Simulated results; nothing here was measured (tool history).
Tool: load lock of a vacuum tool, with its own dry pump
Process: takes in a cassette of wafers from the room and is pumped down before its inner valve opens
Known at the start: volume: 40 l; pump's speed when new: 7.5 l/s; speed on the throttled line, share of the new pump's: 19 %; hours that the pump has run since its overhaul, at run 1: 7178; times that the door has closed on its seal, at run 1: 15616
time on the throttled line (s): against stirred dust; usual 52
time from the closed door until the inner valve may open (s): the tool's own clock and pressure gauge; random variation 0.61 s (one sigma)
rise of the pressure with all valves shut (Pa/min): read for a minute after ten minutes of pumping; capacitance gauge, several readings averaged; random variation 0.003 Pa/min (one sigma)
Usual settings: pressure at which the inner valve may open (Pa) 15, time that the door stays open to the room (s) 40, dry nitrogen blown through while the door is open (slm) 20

run	day	time on the throttled line (s)	pressure at which the inner valve may open (Pa)	time that the door stays open to the room (s)	dry nitrogen blown through while the door is open (slm)	hours that the pump has run since its overhaul	times that the door has closed on its seal	incoming humidity of the room's air, %	time from the closed door until the inner valve may open (s)	rise of the pressure with all valves shut (Pa/min)
1	0	52	15	40	20	7178	15616	45.3	93.6	0.085
2	3.975	52	22	40	20	7274	15723	45.7	93.1	0.09
3	8.542	52	22	40	9	7383	15845	45.8	93.2	0.099
4	12.408	52	15	40	11	7476	15948	42.7	94.9	0.097
5	20.079	52	15	40	20	7660	16153	43.6	94.4	0.089
6	24.858	52	19	40	20	7775	16281	43.3	92.9	0.096
7	30.067	52	15	40	15	7900	16420	44.1	95.7	0.094
8	36.075	52	15	40	15	8044	16580	45.6	95.7	0.092
9	43.738	52	15	40	15	8228	16785	42.5	95.1	0.095
10	48.921	52	15	40	15	8352	16923	45.2	94.8	0.1
11	54.75	52	15	81	20	8492	17079	47.3	96.3	0.106
12	58.371	52	15	40	5	8579	17176	47.6	95.5	0.105
13	63.208	52	15	40	5	8695	17305	47.5	95	0.103
14	70.046	65	15	40	20	8859	17488	44.4	106.5	0.103
15	74.721	33	15	25	20	8972	17613	44.4	81.1	0.101
16	82.162	52	11	40	20	9150	17812	44	97.2	0.106
17	87.471	52	19	40	24	9278	17954	43.6	95.4	0.106
18	91.767	52	15	40	7	9381	18068	45.3	95.7	0.107
19	95.45	41	16	40	4	9469	18167	44.8	87.3	0.121
20	102.246	41	15	77	4	9632	18348	46.4	86.3	0.136
21	107.404	41	15	77	4	9756	18486	44.5	87.8	0.133
22	112.529	52	10	40	14	9879	18623	45.8	99	0.11
23	119.825	52	10	40	14	10054	18818	47.2	100.2	0.12
24	126.579	52	19	29	20	10216	18998	45.5	94.9	0.115
25	130.912	52	21	40	20	10320	19114	43.7	93.6	0.113

The same runs without the tool's hidden state, with the same run-to-run variation:
The hidden state here: pump's speed, % of a new pump's; leak at the door's seal, Pa l/s; drift of the gauge itself on ready_s, %; drift of the gauge itself on rise_pa_min, %.
run	time from the closed door until the inner valve may open (s)	rise of the pressure with all valves shut (Pa/min)
1	88.4	0.01
2	88.1	0.016
3	88.1	0.022
4	89.4	0.021
5	88.8	0.012
6	87.6	0.017
7	89.8	0.013
8	89.8	0.012
9	89.1	0.012
10	88.8	0.015
11	90	0.021
12	89.2	0.019
13	88.7	0.018
14	100.5	0.014
15	73.9	0.011
16	90.4	0.016
17	88.9	0.014
18	88.9	0.016
19	80.1	0.027
20	79.1	0.043
21	80.4	0.038
22	91.4	0.012
23	92.4	0.022
24	87.9	0.013
25	86.6	0.013
